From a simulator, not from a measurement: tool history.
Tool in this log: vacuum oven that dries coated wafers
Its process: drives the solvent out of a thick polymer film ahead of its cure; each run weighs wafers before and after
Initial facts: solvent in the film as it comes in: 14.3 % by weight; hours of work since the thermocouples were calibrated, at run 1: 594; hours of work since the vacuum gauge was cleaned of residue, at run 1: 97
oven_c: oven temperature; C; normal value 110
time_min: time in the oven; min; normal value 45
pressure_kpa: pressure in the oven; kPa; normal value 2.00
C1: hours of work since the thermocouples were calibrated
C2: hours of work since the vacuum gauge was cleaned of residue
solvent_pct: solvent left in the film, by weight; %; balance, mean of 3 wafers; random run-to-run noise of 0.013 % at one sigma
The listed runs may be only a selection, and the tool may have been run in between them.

Run 1, hour 0.0: usual settings; C1 594; C2 97. Result: solvent_pct 3.34 %.
Run 2, hour 31.3: usual settings; C1 614; C2 117. Result: solvent_pct 3.33 %.
Run 3, hour 76.1: usual settings; C1 642; C2 145. Result: solvent_pct 3.29 %.
Run 4, hour 128.7: usual settings; C1 675; C2 178. Result: solvent_pct 3.32 %.
Run 5, hour 197.7: usual settings; C1 718; C2 221. Result: solvent_pct 3.27 %.
Run 6, hour 249.2: usual settings; C1 750; C2 254. Result: solvent_pct 3.29 %.
Run 7, hour 303.1: usual settings; C1 784; C2 287. Result: solvent_pct 3.27 %.
Run 8, hour 357.2: usual settings; C1 818; C2 321. Result: solvent_pct 3.28 %.
Run 9, hour 398.7: usual settings; C1 844; C2 347. Result: solvent_pct 3.26 %.
Run 10, hour 435.2: usual settings; C1 867; C2 370. Result: solvent_pct 3.25 %.
Run 11, hour 484.4: usual settings; C1 897; C2 401. Result: solvent_pct 3.26 %.
Run 12, hour 516.0: usual settings but pressure_kpa 1.63 kPa; C1 917; C2 421. Result: solvent_pct 3.12 %.
Run 13, hour 569.9: usual settings; C1 951; C2 455. Result: solvent_pct 3.25 %.
Run 14, hour 615.3: usual settings; C1 980; C2 483. Result: solvent_pct 3.23 %.
Run 15, hour 677.9: usual settings; C1 1019; C2 522. Result: solvent_pct 3.19 %.
Run 16, hour 709.6: usual settings; C1 1039; C2 542. Result: solvent_pct 3.21 %.
At hour 759.2: oven's thermocouples calibrated.
Run 17, hour 785.2: usual settings but pressure_kpa 3.05 kPa; C1 16; C2 588. Result: solvent_pct 3.78 %.
Run 18, hour 826.9: usual settings but pressure_kpa 3.05 kPa; C1 42; C2 614. Result: solvent_pct 3.78 %.
Run 19, hour 893.7: usual settings; C1 84; C2 656. Result: solvent_pct 3.43 %.
Run 20, hour 963.6: usual settings; C1 128; C2 700. Result: solvent_pct 3.41 %.
Run 21, hour 1029.8: usual settings but time_min 55 min; C1 170; C2 741. Result: solvent_pct 2.70 %.
Run 22, hour 1063.8: usual settings but time_min 55 min; C1 191; C2 763. Result: solvent_pct 2.69 %.
Run 23, hour 1099.4: usual settings but time_min 55 min; C1 213; C2 785. Result: solvent_pct 2.70 %.
Run 24, hour 1140.6: usual settings but time_min 55 min; C1 239; C2 811. Result: solvent_pct 2.69 %.
Run 25, hour 1208.6: usual settings but time_min 27 min; C1 282; C2 854. Result: solvent_pct 5.37 %.
Run 26, hour 1278.4: usual settings but time_min 27 min; C1 325; C2 897. Result: solvent_pct 5.37 %.
Run 27, hour 1336.6: usual settings but time_min 27 min; C1 362; C2 934. Result: solvent_pct 5.37 %.
Run 28, hour 1389.3: usual settings but oven_c 97 C, time_min 41 min, pressure_kpa 1.26 kPa; C1 395; C2 967. Result: solvent_pct 6.37 %.
Run 29, hour 1447.1: usual settings but oven_c 97 C, time_min 41 min, pressure_kpa 1.26 kPa; C1 431; C2 1003. Result: solvent_pct 6.31 %.
Run 30, hour 1479.2: usual settings but oven_c 105 C, pressure_kpa 4.74 kPa; C1 451; C2 1023. Result: solvent_pct 5.35 %.
Run 31, hour 1536.4: usual settings but oven_c 108 C, pressure_kpa 6.69 kPa; C1 487; C2 1059. Result: solvent_pct 5.30 %.
Run 32, hour 1573.3: usual settings but oven_c 117 C, pressure_kpa 1.08 kPa; C1 510; C2 1082. Result: solvent_pct 1.81 %.
Run 33, hour 1615.3: usual settings but time_min 41 min, pressure_kpa 1.14 kPa; C1 536; C2 1108. Result: solvent_pct 3.39 %.
Run 34, hour 1687.2: usual settings but oven_c 116 C, time_min 59 min, pressure_kpa 1.50 kPa; C1 581; C2 1153. Result: solvent_pct 1.36 %.
Run 35, hour 1736.2: usual settings but oven_c 116 C, time_min 59 min, pressure_kpa 1.50 kPa; C1 612; C2 1184. Result: solvent_pct 1.36 %.
Run 36, hour 1780.4: usual settings but oven_c 106 C, time_min 30 min, pressure_kpa 6.28 kPa; C1 640; C2 1212. Result: solvent_pct 6.94 %.
Run 37, hour 1815.2: usual settings but oven_c 119 C, time_min 52 min, pressure_kpa 1.83 kPa; C1 662; C2 1234. Result: solvent_pct 1.35 %.
Run 38, hour 1849.4: usual settings but oven_c 116 C, time_min 44 min, pressure_kpa 3.56 kPa; C1 683; C2 1255. Result: solvent_pct 2.67 %.
Run 39, hour 1900.5: usual settings but pressure_kpa 7.65 kPa; C1 715; C2 1287. Result: solvent_pct 5.02 %.
Run 40, hour 1941.9: usual settings but pressure_kpa 7.65 kPa; C1 741; C2 1313. Result: solvent_pct 5.02 %.
Run 41, hour 1999.2: usual settings but oven_c 108 C, time_min 26 min, pressure_kpa 5.68 kPa; C1 777; C2 1349. Result: solvent_pct 6.74 %.
Run 42, hour 2057.1: usual settings but oven_c 108 C, time_min 26 min, pressure_kpa 5.68 kPa; C1 813; C2 1385. Result: solvent_pct 6.73 %.
Run 43, hour 2108.2: usual settings but oven_c 106 C, time_min 35 min, pressure_kpa 5.68 kPa; C1 845; C2 1417. Result: solvent_pct 6.15 %.
Run 44, hour 2142.3: usual settings but pressure_kpa 1.46 kPa; C1 867; C2 1439. Result: solvent_pct 3.06 %.
Run 45, hour 2203.3: usual settings but pressure_kpa 4.28 kPa; C1 905; C2 1477. Result: solvent_pct 3.91 %.
Run 46, hour 2262.9: usual settings but pressure_kpa 3.23 kPa; C1 942; C2 1514. Result: solvent_pct 3.59 %.

Predict each of these 4 candidate next runs independently; none follows another, all start after run 46:
Run A, hour 2293.2: usual settings but oven_c 124 C, time_min 42 min, pressure_kpa 2.51 kPa; C1 961; C2 1533. Result: solvent_pct ?.
Run B, hour 2293.2: usual settings but oven_c 109 C, pressure_kpa 3.23 kPa; C1 961; C2 1533. Result: solvent_pct ?.
Run C, hour 2293.2: usual settings but time_min 29 min, pressure_kpa 7.97 kPa; C1 961; C2 1533. Result: solvent_pct ?.
Run D, hour 2293.2: usual settings but time_min 39 min, pressure_kpa 3.93 kPa; C1 961; C2 1533. Result: solvent_pct ?.

run  solvent_pct
  A         1.35
  B         3.77
  C         6.47
  D         4.31
With the hidden condition removed and each run's random variation left untouched, the same runs would have given:
run  solvent_pct
  A         1.46
  B         4.06
  C         6.82
  D         4.62
